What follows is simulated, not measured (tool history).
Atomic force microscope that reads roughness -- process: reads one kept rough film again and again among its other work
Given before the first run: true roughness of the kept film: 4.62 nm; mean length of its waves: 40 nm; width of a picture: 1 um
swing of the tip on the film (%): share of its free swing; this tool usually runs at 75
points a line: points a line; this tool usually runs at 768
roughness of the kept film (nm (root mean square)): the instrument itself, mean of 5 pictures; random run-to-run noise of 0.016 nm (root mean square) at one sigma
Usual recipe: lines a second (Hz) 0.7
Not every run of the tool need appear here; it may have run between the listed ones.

run,hour,lines a second (Hz),swing of the tip on the film (%),points a line,roughness of the kept film (nm (root mean square))
1,0,0.7,75,768,3.076
2,12.1,0.7,75,768,3.043
3,21.7,0.7,75,768,3.005
4,28.8,3.464,75,768,2.463
5,41.2,0.7,81,768,2.886
6,53.6,0.7,81,768,2.858
7,62.5,0.7,81,768,2.858
8,74.5,0.7,75,768,2.841
9,81.8,0.7,75,768,2.827
10,88.4,0.7,75,768,2.839
11,98.9,0.7,75,768,2.792
12,110.8,0.7,75,768,2.785
13,117.5,0.7,75,768,2.762
14,123,1.261,75,768,2.617
# hour 126.7: new tip fitted
15,132.8,1.261,75,768,3.661
16,143.1,1.098,75,768,3.685
17,154.8,0.7,75,768,3.734
18,162,0.7,75,768,3.708
19,167.9,1.658,65,758,3.648
20,176.9,1.332,80,356,3.371
21,188,1.332,80,356,3.353
22,194.9,0.583,80,356,3.519
23,200.4,2.962,75,768,3.015
24,212.8,0.629,60,698,3.639
25,219,2.308,70,950,3.205
26,227.8,2.308,70,950,3.202
27,238.8,0.7,77,484,3.405
28,248.5,0.7,79,484,3.349
29,257.7,0.966,69,569,3.349
30,269.2,0.629,56,309,3.443
31,274.8,0.629,56,309,3.393
32,283.5,0.913,56,576,3.374
33,288.7,0.913,56,576,3.404
34,295,1.015,82,672,3.056

Below are 5 alternative next runs, each starting from the tool's condition after run 34. Predict each:
A,303.3,1.273,66,934,?
B,303.3,0.649,73,672,?
C,303.3,0.987,75,768,?
D,303.3,1.466,85,672,?
E,303.3,1.049,89,437,?

run,roughness of the kept film (nm (root mean square))
A,3.208
B,3.256
C,3.128
D,2.827
E,2.89
With the hidden condition removed and each run's random variation left untouched, the same runs would have given:
run,roughness of the kept film (nm (root mean square))
A,3.925
B,3.984
C,3.826
D,3.458
E,3.535

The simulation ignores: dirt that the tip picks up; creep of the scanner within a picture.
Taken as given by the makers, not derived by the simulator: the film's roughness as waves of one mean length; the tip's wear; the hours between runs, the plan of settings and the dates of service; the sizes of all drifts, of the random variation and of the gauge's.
